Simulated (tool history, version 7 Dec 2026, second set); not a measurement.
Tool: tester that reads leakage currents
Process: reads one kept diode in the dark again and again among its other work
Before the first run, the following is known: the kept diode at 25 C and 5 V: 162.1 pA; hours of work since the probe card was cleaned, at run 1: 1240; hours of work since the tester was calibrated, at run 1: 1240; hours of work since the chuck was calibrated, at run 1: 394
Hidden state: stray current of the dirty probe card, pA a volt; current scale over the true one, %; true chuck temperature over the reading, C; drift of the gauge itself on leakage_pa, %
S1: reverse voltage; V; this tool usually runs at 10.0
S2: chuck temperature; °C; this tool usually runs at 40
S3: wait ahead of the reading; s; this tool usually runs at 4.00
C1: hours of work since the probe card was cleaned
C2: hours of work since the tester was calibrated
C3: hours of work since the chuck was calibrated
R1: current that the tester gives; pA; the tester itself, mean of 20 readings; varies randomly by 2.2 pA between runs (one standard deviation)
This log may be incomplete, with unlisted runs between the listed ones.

Run 1, day 0.000: usual settings; C1 1240; C2 1240; C3 394. Result: R1 736.81 pA.
Run 2, day 1.933: usual settings; C1 1272; C2 1272; C3 426. Result: R1 732.90 pA.
Run 3, day 3.921: usual settings; C1 1305; C2 1305; C3 458. Result: R1 730.09 pA.
Run 4, day 6.225: usual settings; C1 1343; C2 1343; C3 496. Result: R1 734.47 pA.
At day 7.129: probe card cleaned and baked.
Run 5, day 7.858: usual settings but S3 0.34 s; C1 12; C2 1367; C3 521. Result: R1 722.13 pA.
Run 6, day 10.383: usual settings but S1 2.1 V; C1 53; C2 1409; C3 563. Result: R1 315.24 pA.
Run 7, day 12.021: usual settings but S1 2.1 V; C1 80; C2 1436; C3 590. Result: R1 314.79 pA.
Run 8, day 13.979: usual settings but S1 2.1 V, S3 0.41 s; C1 113; C2 1468; C3 622. Result: R1 314.68 pA.
Run 9, day 16.171: usual settings but S1 2.1 V, S3 0.41 s; C1 149; C2 1504; C3 658. Result: R1 313.36 pA.
Run 10, day 18.750: usual settings but S1 2.1 V, S3 0.41 s; C1 191; C2 1546; C3 700. Result: R1 315.14 pA.
Run 11, day 21.012: usual settings but S1 2.1 V, S3 0.41 s; C1 228; C2 1584; C3 737. Result: R1 314.14 pA.
Run 12, day 23.604: usual settings but S1 2.1 V, S3 0.41 s; C1 271; C2 1626; C3 780. Result: R1 312.28 pA.
Run 13, day 25.896: usual settings but S1 2.1 V, S3 0.41 s; C1 309; C2 1664; C3 818. Result: R1 310.29 pA.
Run 14, day 28.308: usual settings but S1 2.1 V, S3 0.41 s; C1 348; C2 1704; C3 857. Result: R1 309.52 pA.
Run 15, day 30.179: usual settings but S1 2.1 V, S3 0.41 s; C1 379; C2 1734; C3 888. Result: R1 311.58 pA.
Run 16, day 32.000: usual settings but S1 2.1 V, S3 0.41 s; C1 409; C2 1764; C3 918. Result: R1 310.87 pA.
Run 17, day 34.800: usual settings but S1 2.1 V, S3 0.41 s; C1 455; C2 1810; C3 964. Result: R1 312.07 pA.
Run 18, day 37.312: usual settings but S1 2.1 V, S3 0.41 s; C1 496; C2 1852; C3 1006. Result: R1 310.23 pA.
Run 19, day 39.129: usual settings but S1 1.9 V, S2 45 °C, S3 1.45 s; C1 526; C2 1882; C3 1035. Result: R1 417.88 pA.
Run 20, day 41.917: usual settings but S1 1.9 V, S2 45 °C, S3 1.45 s; C1 572; C2 1928; C3 1081. Result: R1 417.12 pA.
Run 21, day 43.392: usual settings but S1 1.9 V, S2 45 °C, S3 1.45 s; C1 596; C2 1952; C3 1106. Result: R1 414.98 pA.
Run 22, day 45.450: usual settings but S1 1.9 V, S2 45 °C, S3 1.45 s; C1 630; C2 1986; C3 1139. Result: R1 415.30 pA.
Run 23, day 46.971: usual settings but S1 11.3 V, S2 39 °C, S3 0.39 s; C1 655; C2 2011; C3 1164. Result: R1 704.43 pA.
Run 24, day 48.596: usual settings but S1 11.3 V, S2 39 °C, S3 0.39 s; C1 682; C2 2037; C3 1191. Result: R1 698.12 pA.
Run 25, day 49.983: usual settings but S1 2.1 V, S3 2.42 s; C1 705; C2 2060; C3 1214. Result: R1 304.51 pA.
Run 26, day 52.058: usual settings but S1 2.1 V, S3 2.42 s; C1 739; C2 2094; C3 1248. Result: R1 307.33 pA.
Run 27, day 54.296: usual settings but S1 2.1 V, S3 2.42 s; C1 776; C2 2131; C3 1285. Result: R1 305.70 pA.
Run 28, day 55.858: usual settings but S2 25 °C, S3 1.87 s; C1 802; C2 2157; C3 1311. Result: R1 227.91 pA.
Run 29, day 58.200: usual settings but S1 4.4 V, S2 27 °C, S3 1.60 s; C1 840; C2 2195; C3 1349. Result: R1 170.30 pA.
Run 30, day 60.962: usual settings but S1 1.9 V; C1 886; C2 2241; C3 1395. Result: R1 287.76 pA.
Run 31, day 63.679: usual settings but S1 1.9 V, S2 36 °C, S3 6.09 s; C1 930; C2 2286; C3 1439. Result: R1 215.35 pA.
Run 32, day 64.921: usual settings but S2 27 °C, S3 0.65 s; C1 951; C2 2306; C3 1460. Result: R1 267.06 pA.

Here are 4 independent what-if runs from the current tool condition. What would each one return?
Run A, day 66.492: usual settings but S1 8.6 V, S2 48 °C, S3 1.22 s; C1 976; C2 2332; C3 1486. Result: R1 ?.
Run B, day 66.492: usual settings but S2 53 °C; C1 976; C2 2332; C3 1486. Result: R1 ?.
Run C, day 66.492: usual settings but S3 3.45 s; C1 976; C2 2332; C3 1486. Result: R1 ?.
Run D, day 66.492: usual settings but S1 3.9 V, S2 26 °C, S3 2.26 s; C1 976; C2 2332; C3 1486. Result: R1 ?.

run       R1
  A  1132.24
  B  1701.85
  C   695.45
  D   147.09
With the hidden condition removed and each run's random variation left untouched, the same runs would have given:
run       R1
  A  1191.74
  B  1790.82
  C   730.36
  D   153.89
